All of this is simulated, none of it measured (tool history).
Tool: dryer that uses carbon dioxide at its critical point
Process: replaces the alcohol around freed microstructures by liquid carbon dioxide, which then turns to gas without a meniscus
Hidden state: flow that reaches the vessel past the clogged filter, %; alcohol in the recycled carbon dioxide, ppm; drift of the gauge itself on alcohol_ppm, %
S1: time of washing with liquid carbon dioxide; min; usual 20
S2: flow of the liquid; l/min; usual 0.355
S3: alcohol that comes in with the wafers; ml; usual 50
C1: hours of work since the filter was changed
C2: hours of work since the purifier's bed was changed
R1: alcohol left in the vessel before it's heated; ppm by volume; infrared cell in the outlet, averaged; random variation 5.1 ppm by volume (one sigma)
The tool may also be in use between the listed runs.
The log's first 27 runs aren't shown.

| run | hour | S1 | S2 | S3 | C1 | C2 | R1 |
|---|---|---|---|---|---|---|---|
| 28 | 417.4 | 20 | 0.254 | 70 | 254 | 201 | 1028 |
| 29 | 429.4 | 20 | 0.254 | 70 | 258 | 205 | 990 |
| 30 | 446 | 17 | 0.377 | 50 | 263 | 210 | 287 |
| 31 | 460 | 15 | 0.346 | 83 | 268 | 215 | 1201 |
| 32 | 472.2 | 30 | 0.294 | 83 | 272 | 219 | 88 |
| 33 | 491.2 | 30 | 0.294 | 83 | 278 | 225 | 78 |
| 34 | 508.7 | 30 | 0.294 | 83 | 284 | 231 | 83 |
| 35 | 519.4 | 20 | 0.355 | 21 | 287 | 234 | 91 |
| 36 | 536.1 | 20 | 0.501 | 37 | 292 | 240 | 53 |
| 37 | 545.8 | 15 | 0.265 | 68 | 296 | 243 | 2579 |
| 38 | 566.3 | 16 | 0.374 | 26 | 302 | 249 | 247 |
| 39 | 576.8 | 20 | 0.251 | 50 | 306 | 253 | 835 |
| 40 | 593.6 | 25 | 0.309 | 26 | 311 | 258 | 80 |
| 41 | 614.3 | 25 | 0.309 | 26 | 318 | 265 | 84 |
| 42 | 634.7 | 18 | 0.355 | 42 | 324 | 271 | 301 |
|  | 637.8 | inlet filter changed |
| 43 | 652.5 | 14 | 0.457 | 118 | 5 | 277 | 388 |
| 44 | 665.1 | 14 | 0.457 | 118 | 9 | 281 | 406 |
| 45 | 673.7 | 14 | 0.457 | 118 | 12 | 284 | 410 |
| 46 | 685.9 | 20 | 0.258 | 44 | 16 | 288 | 393 |
| 47 | 705.6 | 20 | 0.258 | 44 | 22 | 294 | 410 |
| 48 | 715 | 30 | 0.399 | 96 | 25 | 297 | 34 |

3 ways to go on from here, each from the tool as it stands after run 48. What would each give?
| A | 735.7 | 28 | 0.269 | 31 | 32 | 304 | ? |
| B | 735.7 | 19 | 0.399 | 96 | 32 | 304 | ? |
| C | 735.7 | 12 | 0.334 | 26 | 32 | 304 | ? |

| run | R1 |
|---|---|
| A | 72 |
| B | 149 |
| C | 704 |
Without the tool's hidden state the same runs would have given:
| run | R1 |
|---|---|
| A | 35 |
| B | 99 |
| C | 608 |

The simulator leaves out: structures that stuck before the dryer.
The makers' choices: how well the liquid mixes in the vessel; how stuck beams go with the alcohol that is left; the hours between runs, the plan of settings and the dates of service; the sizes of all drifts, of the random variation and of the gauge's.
